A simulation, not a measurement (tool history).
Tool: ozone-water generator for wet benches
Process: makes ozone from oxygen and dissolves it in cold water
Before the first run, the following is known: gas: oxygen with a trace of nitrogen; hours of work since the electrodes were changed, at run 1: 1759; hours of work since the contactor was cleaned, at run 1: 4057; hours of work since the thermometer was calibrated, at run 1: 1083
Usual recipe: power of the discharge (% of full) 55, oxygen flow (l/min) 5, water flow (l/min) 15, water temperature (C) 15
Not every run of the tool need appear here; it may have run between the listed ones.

run    hour  power of the discharge (% of full)  oxygen flow (l/min)  water flow (l/min)  water temperature (C)  hours of work since the electrodes were changed  hours of work since the contactor was cleaned  hours of work since the thermometer was calibrated  dissolved ozone (ppm)  ozone in the gas ahead of the water (g/m3)
  1       0                                  55                    5                  15                     15                                             1759                                           4057                                                1083                   18.9                                       139.9
  2    59.5                                  55                 3.07                  15                     15                                             1796                                           4094                                                1120                   19.5                                       188.4
  3   124.5                                  55                 3.07                  15                     15                                             1837                                           4135                                                1161                   19.5                                       188.9
  4   195.7                                  55                 3.07                  15                     15                                             1881                                           4179                                                1206                   19.3                                       188.1
  5   246.8                                  55                 3.33                  15                     15                                             1913                                           4211                                                1238                   19.6                                       178.2
  6   316.8                                  55                    5                  15                     15                                             1957                                           4255                                                1281                   18.9                                       139.9
  7   378.6                                  55                    5                  15                     15                                             1996                                           4294                                                1320                   18.8                                       138.8
  8     429                                  55                    5                  15                     15                                             2027                                           4325                                                1351                   18.9                                       138.1
  9   508.9                                  55                    5                  15                     15                                             2077                                           4375                                                1401                   19.1                                       138.6
 10   580.8                                  55                    5                  15                     15                                             2122                                           4420                                                1446                   18.8                                       138.1
 11   643.4                                  55                    5                  15                     15                                             2161                                           4459                                                1486                   18.7                                       138.8
 12   688.9                                  55                    5                  15                     15                                             2190                                           4488                                                1514                   18.9                                       138.5
 13   777.3                                  55                    5                  15                     19                                             2245                                           4543                                                1569                   17.9                                       136.6
 14   848.4                                  55                    5                  15                     19                                             2290                                           4588                                                1614                   17.5                                       138.3
 15   913.6                                  55                    5                  15                     19                                             2330                                           4628                                                1655                   17.7                                       138.9
 16   970.7                                  48                    5                  15                     15                                             2366                                           4664                                                1690                   17.2                                       127.5
 17  1017.5                                  55                 6.04                  15                     15                                             2395                                           4693                                                1720                   18.3                                       123.8
 18  1093.4                                  48                 3.28                  16                     18                                             2443                                           4741                                                1767                   16.2                                         164
 19    1159                                  62                    5                  15                     21                                             2484                                           4782                                                1808                   18.1                                       147.4
 20  1233.4                                  48                 5.79                  15                     15                                             2530                                           4828                                                1855                   17.2                                       115.2
 21    1273                                  48                 3.35                  15                      8                                             2555                                           4853                                                1879                   19.2                                       162.5
 22  1343.2                                  44                 2.68                  16                     19                                             2599                                           4897                                                1923                     15                                       176.6
 23  1382.2                                  44                 2.68                  16                     19                                             2624                                           4921                                                1948                     15                                       176.8
 24  1471.5                                  64                 2.68                  16                     18                                             2679                                           4977                                                2004                     19                                       219.4
 25  1518.5                                  65                 2.68                  16                     18                                             2709                                           5007                                                2033                     19                                       221.1
 26  1598.4                                  65                 2.68                  16                     18                                             2759                                           5057                                                2083                   18.8                                       219.1
 27  1636.5                                  65                 2.68                  16                     18                                             2783                                           5081                                                2107                     19                                       218.5
 28  1702.8                                  65                 2.68                  16                     18                                             2824                                           5122                                                2148                     19                                       218.2
 29    1793                                  65                 2.68                  16                     17                                             2880                                           5178                                                2205                     19                                       220.8
 30  1870.8                                  56                 2.68                  16                     17                                             2929                                           5227                                                2253                   17.6                                       201.6
 31  1959.4                                  55                 6.08                  15                     15                                             2985                                           5283                                                2309                     18                                       121.4

Each row is a separate what-if for the run after 31, all from the same tool condition, not one after another. Results?
  A  2011.6                                  45                 6.08                  13                     15                                             3017                                           5315                                                2342                      ?                                           ?
  B  2011.6                                  55                 6.08                   9                     15                                             3017                                           5315                                                2342                      ?                                           ?
  C  2011.6                                  55                 4.09                  12                     15                                             3017                                           5315                                                2342                      ?                                           ?
  D  2011.6                                  55                 3.12                  17                     18                                             3017                                           5315                                                2342                      ?                                           ?
  E  2011.6                                  93                 6.08                  15                     15                                             3017                                           5315                                                2342                      ?                                           ?

run  dissolved ozone (ppm)  ozone in the gas ahead of the water (g/m3)
  A                   17.5                                         109
  B                   23.5                                       121.4
  C                   21.4                                         152
  D                   16.3                                       180.7
  E                   24.3                                       165.6
Without the tool's unlogged condition, the same runs would have read:
run  dissolved ozone (ppm)  ozone in the gas ahead of the water (g/m3)
  A                   19.2                                       114.7
  B                   25.9                                       128.8
  C                   23.6                                       161.3
  D                   18.1                                       191.8
  E                   27.4                                       179.4
